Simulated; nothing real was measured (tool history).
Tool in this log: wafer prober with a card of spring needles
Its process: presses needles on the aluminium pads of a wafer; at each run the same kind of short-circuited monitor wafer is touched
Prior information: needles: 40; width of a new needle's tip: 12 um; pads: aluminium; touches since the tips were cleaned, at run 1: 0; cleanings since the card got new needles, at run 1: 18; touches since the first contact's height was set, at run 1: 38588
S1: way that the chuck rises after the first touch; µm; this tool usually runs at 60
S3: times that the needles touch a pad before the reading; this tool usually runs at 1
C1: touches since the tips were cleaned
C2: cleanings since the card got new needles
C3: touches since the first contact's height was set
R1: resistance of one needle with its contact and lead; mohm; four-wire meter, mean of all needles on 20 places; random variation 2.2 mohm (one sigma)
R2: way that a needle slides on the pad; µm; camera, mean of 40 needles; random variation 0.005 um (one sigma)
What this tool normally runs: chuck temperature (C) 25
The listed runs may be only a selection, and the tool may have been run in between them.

{"run": 1, "hour": 0.0, "S1": 60, "chuck temperature (C)": 25, "S3": 1, "C1": 0, "C2": 18, "C3": 38588, "R1": 254, "R2": 10.472}
{"run": 2, "hour": 21.5, "S1": 60, "chuck temperature (C)": 25, "S3": 2, "C1": 3859, "C2": 18, "C3": 42447, "R1": 287, "R2": 10.477}
{"run": 3, "hour": 35.1, "S1": 60, "chuck temperature (C)": 25, "S3": 2, "C1": 6300, "C2": 18, "C3": 44888, "R1": 290, "R2": 10.478}
{"hour": 45.0, "done": "tips cleaned on abrasive film"}
{"run": 4, "hour": 59.8, "S1": 60, "chuck temperature (C)": 25, "S3": 2, "C1": 2658, "C2": 19, "C3": 49321, "R1": 280, "R2": 10.465}
{"run": 5, "hour": 78.1, "S1": 60, "chuck temperature (C)": 25, "S3": 1, "C1": 5941, "C2": 19, "C3": 52604, "R1": 319, "R2": 10.462}
{"hour": 89.7, "done": "tips cleaned on abrasive film"}
{"run": 6, "hour": 92.5, "S1": 65, "chuck temperature (C)": 25, "S3": 1, "C1": 506, "C2": 20, "C3": 55169, "R1": 262, "R2": 11.33}
{"run": 7, "hour": 110.2, "S1": 49, "chuck temperature (C)": 25, "S3": 1, "C1": 3692, "C2": 20, "C3": 58355, "R1": 335, "R2": 8.523}
{"hour": 134.5, "done": "tips cleaned on abrasive film"}
{"hour": 136.2, "done": "height of the first contact set anew"}
{"run": 8, "hour": 136.9, "S1": 60, "chuck temperature (C)": 25, "S3": 1, "C1": 385, "C2": 21, "C3": 134, "R1": 267, "R2": 10.38}
{"run": 9, "hour": 156.1, "S1": 47, "chuck temperature (C)": 25, "S3": 1, "C1": 3828, "C2": 21, "C3": 3577, "R1": 335, "R2": 8.109}
{"hour": 179.2, "done": "tips cleaned on abrasive film"}
{"run": 10, "hour": 180.7, "S1": 60, "chuck temperature (C)": 25, "S3": 1, "C1": 270, "C2": 22, "C3": 7973, "R1": 263, "R2": 10.37}
{"run": 11, "hour": 200.3, "S1": 60, "chuck temperature (C)": 25, "S3": 1, "C1": 3797, "C2": 22, "C3": 11500, "R1": 318, "R2": 10.366}
{"run": 12, "hour": 217.0, "S1": 60, "chuck temperature (C)": 25, "S3": 1, "C1": 6804, "C2": 22, "C3": 14507, "R1": 320, "R2": 10.373}
{"hour": 223.6, "done": "tips cleaned on abrasive film"}
{"run": 13, "hour": 240.9, "S1": 60, "chuck temperature (C)": 25, "S3": 1, "C1": 3099, "C2": 23, "C3": 18768, "R1": 308, "R2": 10.366}
{"run": 14, "hour": 262.1, "S1": 60, "chuck temperature (C)": 25, "S3": 1, "C1": 6916, "C2": 23, "C3": 22585, "R1": 321, "R2": 10.356}
{"hour": 268.7, "done": "tips cleaned on abrasive film"}
{"hour": 272.8, "done": "height of the first contact set anew, once more"}
{"run": 15, "hour": 288.6, "S1": 60, "chuck temperature (C)": 25, "S3": 2, "C1": 3513, "C2": 24, "C3": 2832, "R1": 288, "R2": 10.536}
{"run": 16, "hour": 309.2, "S1": 51, "chuck temperature (C)": 43, "S3": 1, "C1": 7211, "C2": 24, "C3": 6530, "R1": 339, "R2": 8.948}
{"hour": 313.5, "done": "tips cleaned on abrasive film"}
{"run": 17, "hour": 329.2, "S1": 51, "chuck temperature (C)": 43, "S3": 1, "C1": 2808, "C2": 25, "C3": 10107, "R1": 325, "R2": 8.934}
{"run": 18, "hour": 354.1, "S1": 41, "chuck temperature (C)": 37, "S3": 1, "C1": 7280, "C2": 25, "C3": 14579, "R1": 374, "R2": 7.191}
{"hour": 357.9, "done": "tips cleaned on abrasive film"}
{"run": 19, "hour": 373.4, "S1": 41, "chuck temperature (C)": 37, "S3": 1, "C1": 2791, "C2": 26, "C3": 18041, "R1": 348, "R2": 7.172}
{"run": 20, "hour": 389.7, "S1": 41, "chuck temperature (C)": 93, "S3": 2, "C1": 5707, "C2": 26, "C3": 20957, "R1": 335, "R2": 7.174}
{"hour": 402.5, "done": "tips cleaned on abrasive film"}
{"run": 21, "hour": 405.2, "S1": 41, "chuck temperature (C)": 93, "S3": 2, "C1": 492, "C2": 27, "C3": 23734, "R1": 289, "R2": 7.154}
{"run": 22, "hour": 431.7, "S1": 41, "chuck temperature (C)": 36, "S3": 3, "C1": 5259, "C2": 27, "C3": 28501, "R1": 296, "R2": 7.159}

Each run again, without the hidden state but with its own random variation kept:
The tool's hidden condition here consists of: debris on the tips, nm; way that the needles fall short of the set height, um; tips' diameter, um; drift of the gauge itself on contact_mohm, %; drift of the gauge itself on scrub_um, %.
run=1 R1=248 R2=10.529
run=2 R1=250 R2=10.535
run=3 R1=248 R2=10.535
run=4 R1=248 R2=10.533
run=5 R1=250 R2=10.530
run=6 R1=244 R2=11.412
run=7 R1=251 R2=8.604
run=8 R1=250 R2=10.528
run=9 R1=246 R2=8.257
run=10 R1=249 R2=10.533
run=11 R1=253 R2=10.530
run=12 R1=249 R2=10.537
run=13 R1=248 R2=10.541
run=14 R1=250 R2=10.531
run=15 R1=250 R2=10.536
run=16 R1=254 R2=8.948
run=17 R1=255 R2=8.947
run=18 R1=256 R2=7.204
run=19 R1=256 R2=7.198
run=20 R1=271 R2=7.201
run=21 R1=272 R2=7.192
run=22 R1=254 R2=7.197
